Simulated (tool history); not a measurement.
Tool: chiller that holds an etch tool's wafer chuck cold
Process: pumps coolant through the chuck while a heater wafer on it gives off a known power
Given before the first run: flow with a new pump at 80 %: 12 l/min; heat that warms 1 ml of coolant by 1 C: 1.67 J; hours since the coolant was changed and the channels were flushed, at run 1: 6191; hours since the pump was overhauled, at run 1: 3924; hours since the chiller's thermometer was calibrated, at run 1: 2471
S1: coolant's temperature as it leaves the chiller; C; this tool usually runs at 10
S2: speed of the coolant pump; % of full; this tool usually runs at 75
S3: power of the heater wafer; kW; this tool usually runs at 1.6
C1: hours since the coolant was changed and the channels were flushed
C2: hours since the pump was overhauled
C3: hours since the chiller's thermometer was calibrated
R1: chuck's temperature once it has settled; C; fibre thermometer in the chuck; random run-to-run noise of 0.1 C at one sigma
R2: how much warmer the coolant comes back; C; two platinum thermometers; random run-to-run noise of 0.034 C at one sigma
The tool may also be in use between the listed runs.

{"run": 1, "hour": 0.0, "S1": 10, "S2": 75, "S3": 1.6, "C1": 6191, "C2": 3924, "C3": 2471, "R1": 26.2, "R2": 5.51}
{"run": 2, "hour": 105.0, "S1": 19, "S2": 75, "S3": 1.6, "C1": 6296, "C2": 4029, "C3": 2576, "R1": 35.2, "R2": 5.52}
{"run": 3, "hour": 226.6, "S1": 10, "S2": 75, "S3": 1.361, "C1": 6418, "C2": 4150, "C3": 2698, "R1": 23.7, "R2": 4.72}
{"run": 4, "hour": 372.9, "S1": 18, "S2": 75, "S3": 1.6, "C1": 6564, "C2": 4297, "C3": 2844, "R1": 34.2, "R2": 5.57}
{"run": 5, "hour": 527.0, "S1": 18, "S2": 75, "S3": 1.6, "C1": 6718, "C2": 4451, "C3": 2998, "R1": 34.3, "R2": 5.51}
{"run": 6, "hour": 666.7, "S1": 0, "S2": 75, "S3": 1.6, "C1": 6858, "C2": 4590, "C3": 3138, "R1": 16.3, "R2": 5.64}
{"hour": 684.5, "done": "coolant pump overhauled"}
{"run": 7, "hour": 789.8, "S1": 0, "S2": 75, "S3": 1.6, "C1": 6976, "C2": 105, "C3": 3256, "R1": 16.6, "R2": 5.65}
{"run": 8, "hour": 934.9, "S1": 10, "S2": 69, "S3": 2.163, "C1": 7121, "C2": 250, "C3": 3401, "R1": 33.9, "R2": 8.34}
{"run": 9, "hour": 1024.1, "S1": 10, "S2": 69, "S3": 2.163, "C1": 7210, "C2": 340, "C3": 3490, "R1": 34.1, "R2": 8.37}
{"hour": 1103.9, "done": "coolant pump overhauled, once more"}
{"run": 10, "hour": 1186.0, "S1": 6, "S2": 80, "S3": 1.252, "C1": 7367, "C2": 82, "C3": 3647, "R1": 17.7, "R2": 3.73}
{"run": 11, "hour": 1289.7, "S1": 14, "S2": 80, "S3": 1.024, "C1": 7471, "C2": 186, "C3": 3751, "R1": 23.5, "R2": 3.07}
{"run": 12, "hour": 1359.2, "S1": 14, "S2": 80, "S3": 0.94, "C1": 7540, "C2": 255, "C3": 3820, "R1": 22.9, "R2": 2.82}
{"hour": 1371.6, "done": "chiller's thermometer calibrated"}
{"run": 13, "hour": 1433.5, "S1": 14, "S2": 80, "S3": 0.94, "C1": 7613, "C2": 329, "C3": 62, "R1": 22.9, "R2": 2.82}

Below are 4 alternative next runs, each starting from the tool's condition after run 13. Predict each:
{"run": "A", "hour": 1509.8, "S1": 18, "S2": 80, "S3": 0.94, "C1": 7690, "C2": 405, "C3": 138, "R1": "?", "R2": "?"}
{"run": "B", "hour": 1509.8, "S1": 10, "S2": 75, "S3": 1.228, "C1": 7690, "C2": 405, "C3": 138, "R1": "?", "R2": "?"}
{"run": "C", "hour": 1509.8, "S1": 6, "S2": 75, "S3": 1.6, "C1": 7690, "C2": 405, "C3": 138, "R1": "?", "R2": "?"}
{"run": "D", "hour": 1509.8, "S1": 13, "S2": 80, "S3": 0.94, "C1": 7690, "C2": 405, "C3": 138, "R1": "?", "R2": "?"}

run=A R1=27 R2=2.83
run=B R1=22.3 R2=3.95
run=C R1=22.2 R2=5.16
run=D R1=22.1 R2=2.79
Take away the tool's hidden state, keep each run's random variation, and the runs would have read:
run=A R1=25.9 R2=2.82
run=B R1=20.9 R2=3.93
run=C R1=20.4 R2=5.14
run=D R1=21.1 R2=2.78
